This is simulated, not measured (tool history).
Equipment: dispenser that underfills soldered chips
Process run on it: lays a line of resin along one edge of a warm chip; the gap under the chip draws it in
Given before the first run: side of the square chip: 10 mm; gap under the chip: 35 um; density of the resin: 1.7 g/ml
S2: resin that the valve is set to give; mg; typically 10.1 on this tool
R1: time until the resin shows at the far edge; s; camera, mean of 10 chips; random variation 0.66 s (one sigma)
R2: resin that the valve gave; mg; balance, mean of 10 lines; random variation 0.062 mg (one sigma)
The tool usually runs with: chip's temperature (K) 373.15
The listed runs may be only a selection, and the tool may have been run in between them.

run 1 hour=0 | chip's_temperature_(K)=373.15 S2=10.1 | R1=60.2 R2=9.72
run 2 hour=5.2 | chip's_temperature_(K)=373.15 S2=10.1 | R1=67.1 R2=9.71
-- hour=10.1 new syringe of resin
run 3 hour=12 | chip's_temperature_(K)=373.15 S2=12.2 | R1=61.1 R2=11.78
-- hour=15 dispensing valve cleaned and set on the balance
run 4 hour=19.3 | chip's_temperature_(K)=373.15 S2=12.2 | R1=70.6 R2=12.12
-- hour=22.4 new syringe of resin
run 5 hour=26 | chip's_temperature_(K)=366.15 S2=10.1 | R1=82.8 R2=10.04
run 6 hour=29 | chip's_temperature_(K)=366.15 S2=10.1 | R1=90.2 R2=9.95
-- hour=33.1 new syringe of resin
run 7 hour=33.4 | chip's_temperature_(K)=377.15 S2=10.1 | R1=50.5 R2=9.97
run 8 hour=37.9 | chip's_temperature_(K)=384.15 S2=10.1 | R1=44.4 R2=10.05
run 9 hour=41.9 | chip's_temperature_(K)=384.15 S2=9.9 | R1=48.5 R2=9.79
-- hour=44.1 new syringe of resin
run 10 hour=45.7 | chip's_temperature_(K)=373.15 S2=10.1 | R1=59.5 R2=9.92
run 11 hour=51.7 | chip's_temperature_(K)=373.15 S2=11.4 | R1=68.9 R2=11.12
-- hour=55.2 new syringe of resin
run 12 hour=55.6 | chip's_temperature_(K)=373.15 S2=11.4 | R1=56.7 R2=11.3
run 13 hour=61.6 | chip's_temperature_(K)=373.15 S2=11.4 | R1=67.3 R2=11.12
-- hour=66.1 new syringe of resin
run 14 hour=66.9 | chip's_temperature_(K)=373.15 S2=11.4 | R1=59.9 R2=11.12
run 15 hour=69.8 | chip's_temperature_(K)=373.15 S2=11.4 | R1=62.9 R2=11.24
run 16 hour=74.3 | chip's_temperature_(K)=374.15 S2=10.1 | R1=69.8 R2=9.78
-- hour=77.2 new syringe of resin
run 17 hour=80 | chip's_temperature_(K)=374.15 S2=10.1 | R1=60.9 R2=9.7
run 18 hour=84.8 | chip's_temperature_(K)=374.15 S2=10.1 | R1=66.7 R2=9.67
-- hour=88.3 new syringe of resin
run 19 hour=88.3 | chip's_temperature_(K)=373.15 S2=12.8 | R1=57.3 R2=12.51
run 20 hour=94.3 | chip's_temperature_(K)=373.15 S2=12.8 | R1=65.9 R2=12.41
-- hour=99.3 new syringe of resin
run 21 hour=100.2 | chip's_temperature_(K)=381.15 S2=11.9 | R1=43.3 R2=11.42
run 22 hour=105.9 | chip's_temperature_(K)=374.15 S2=13 | R1=63.8 R2=12.46
-- hour=110.3 new syringe of resin
run 23 hour=112.1 | chip's_temperature_(K)=366.15 S2=12.8 | R1=79.4 R2=12.29
-- hour=114 dispensing valve cleaned and set on the balance
run 24 hour=117.6 | chip's_temperature_(K)=367.15 S2=8.8 | R1=88.2 R2=8.86
-- hour=122.3 new syringe of resin
run 25 hour=122.3 | chip's_temperature_(K)=367.15 S2=8.8 | R1=71.9 R2=8.82
run 26 hour=128.4 | chip's_temperature_(K)=375.15 S2=9.4 | R1=61.9 R2=9.35
-- hour=133.1 new syringe of resin
run 27 hour=134.9 | chip's_temperature_(K)=385.15 S2=10 | R1=39.2 R2=10.03
run 28 hour=140.2 | chip's_temperature_(K)=377.15 S2=8.7 | R1=59.5 R2=8.59
-- hour=144.1 new syringe of resin
run 29 hour=144.3 | chip's_temperature_(K)=373.15 S2=8.7 | R1=56.9 R2=8.71
run 30 hour=150 | chip's_temperature_(K)=387.15 S2=10.1 | R1=39.1 R2=9.92
run 31 hour=154.1 | chip's_temperature_(K)=363.15 S2=9.4 | R1=105.4 R2=9.34
-- hour=155.2 new syringe of resin
run 32 hour=159.3 | chip's_temperature_(K)=386.15 S2=12.6 | R1=40.1 R2=12.35
run 33 hour=163.6 | chip's_temperature_(K)=386.15 S2=11.5 | R1=44.5 R2=11.28
-- hour=166.2 new syringe of resin
run 34 hour=170.2 | chip's_temperature_(K)=386.15 S2=11.5 | R1=39.5 R2=11.35
run 35 hour=175 | chip's_temperature_(K)=388.15 S2=11.9 | R1=41.4 R2=11.47
-- hour=177 new syringe of resin
run 36 hour=179.5 | chip's_temperature_(K)=388.15 S2=11.9 | R1=36.4 R2=11.66

Consider 4 possible next runs. They are alternatives, not a sequence: every one starts from the tool as it was left by run 36. What does each give?
run A hour=182.9 | chip's_temperature_(K)=369.15 S2=11.9 | R1=? R2=?
run B hour=182.9 | chip's_temperature_(K)=375.15 S2=10.1 | R1=? R2=?
run C hour=182.9 | chip's_temperature_(K)=381.15 S2=10.5 | R1=? R2=?
run D hour=182.9 | chip's_temperature_(K)=373.15 S2=11.9 | R1=? R2=?

run=A R1=75.3 R2=11.61
run=B R1=60.8 R2=9.73
run=C R1=48.3 R2=10.27
run=D R1=65.6 R2=11.53
Without the tool's hidden state the same runs would have given:
run=A R1=67.5 R2=11.92
run=B R1=54.3 R2=10
run=C R1=43.1 R2=10.55
run=D R1=58.7 R2=11.85

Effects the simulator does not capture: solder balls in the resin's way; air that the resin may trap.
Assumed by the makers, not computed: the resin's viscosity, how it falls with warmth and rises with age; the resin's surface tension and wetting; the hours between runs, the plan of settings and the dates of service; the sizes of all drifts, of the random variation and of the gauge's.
